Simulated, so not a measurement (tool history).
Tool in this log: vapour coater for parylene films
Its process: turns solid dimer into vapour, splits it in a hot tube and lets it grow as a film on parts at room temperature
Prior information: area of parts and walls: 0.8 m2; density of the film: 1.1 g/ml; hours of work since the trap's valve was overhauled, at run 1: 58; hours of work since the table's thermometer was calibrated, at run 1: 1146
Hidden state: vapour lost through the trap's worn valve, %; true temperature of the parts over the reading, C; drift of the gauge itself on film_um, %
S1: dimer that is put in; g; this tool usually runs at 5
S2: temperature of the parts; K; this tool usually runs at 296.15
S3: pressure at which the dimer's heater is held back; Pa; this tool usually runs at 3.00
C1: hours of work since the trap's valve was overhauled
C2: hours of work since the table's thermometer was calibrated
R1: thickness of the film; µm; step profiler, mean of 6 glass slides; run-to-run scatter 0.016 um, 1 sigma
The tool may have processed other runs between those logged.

Run 1, day 0.000: usual settings; C1 58; C2 1146. Result: R1 4.40 µm.
Run 2, day 2.750: usual settings; C1 99; C2 1187. Result: R1 4.42 µm.
Run 3, day 4.254: usual settings; C1 122; C2 1210. Result: R1 4.38 µm.
Run 4, day 5.575: usual settings; C1 141; C2 1230. Result: R1 4.37 µm.
Run 5, day 8.517: usual settings; C1 186; C2 1274. Result: R1 4.34 µm.
Run 6, day 11.458: usual settings; C1 230; C2 1318. Result: R1 4.36 µm.
Run 7, day 13.042: usual settings; C1 254; C2 1342. Result: R1 4.31 µm.
At day 13.996: table's thermometer calibrated.
Run 8, day 15.467: usual settings; C1 290; C2 22. Result: R1 4.38 µm.
Run 9, day 17.742: usual settings; C1 324; C2 56. Result: R1 4.35 µm.
Run 10, day 20.592: usual settings; C1 367; C2 99. Result: R1 4.33 µm.
Run 11, day 22.267: usual settings; C1 392; C2 124. Result: R1 4.33 µm.
Run 12, day 23.608: usual settings but S1 2 g; C1 412; C2 145. Result: R1 1.74 µm.
Run 13, day 26.396: usual settings but S1 2 g, S2 292.15 K; C1 454; C2 187. Result: R1 1.84 µm.
Run 14, day 29.329: usual settings but S1 2 g, S2 292.15 K; C1 498; C2 231. Result: R1 1.83 µm.
Run 15, day 30.971: usual settings but S1 9 g, S2 292.15 K, S3 4.58 Pa; C1 523; C2 255. Result: R1 7.88 µm.
Run 16, day 32.254: usual settings but S1 9 g, S2 292.15 K, S3 4.58 Pa; C1 542; C2 275. Result: R1 7.89 µm.
Run 17, day 34.554: usual settings but S1 9 g, S2 292.15 K, S3 4.58 Pa; C1 577; C2 309. Result: R1 7.87 µm.
At day 34.883: trap's valve overhauled.
Run 18, day 37.325: usual settings but S1 9 g, S2 292.15 K, S3 4.58 Pa; C1 37; C2 349. Result: R1 8.16 µm.
Run 19, day 39.958: usual settings but S2 292.15 K, S3 2.27 Pa; C1 76; C2 388. Result: R1 4.88 µm.
Run 20, day 42.579: usual settings but S1 2 g, S2 288.15 K, S3 3.69 Pa; C1 116; C2 428. Result: R1 1.99 µm.
Run 21, day 44.546: usual settings but S1 2 g, S2 288.15 K, S3 3.69 Pa; C1 145; C2 457. Result: R1 1.96 µm.

Below are 3 alternative next runs, each starting from the tool's condition after run 21. Predict each:
Run A, day 47.433: usual settings but S2 293.15 K; C1 189; C2 501. Result: R1 ?.
Run B, day 47.433: usual settings but S1 2 g, S3 9.49 Pa; C1 189; C2 501. Result: R1 ?.
Run C, day 47.433: usual settings but S1 2 g, S2 290.15 K, S3 6.95 Pa; C1 189; C2 501. Result: R1 ?.

run    R1
  A  4.58
  B  1.53
  C  1.79
What these runs would have given with no unlogged condition in the tool:
run    R1
  A  4.70
  B  1.57
  C  1.84
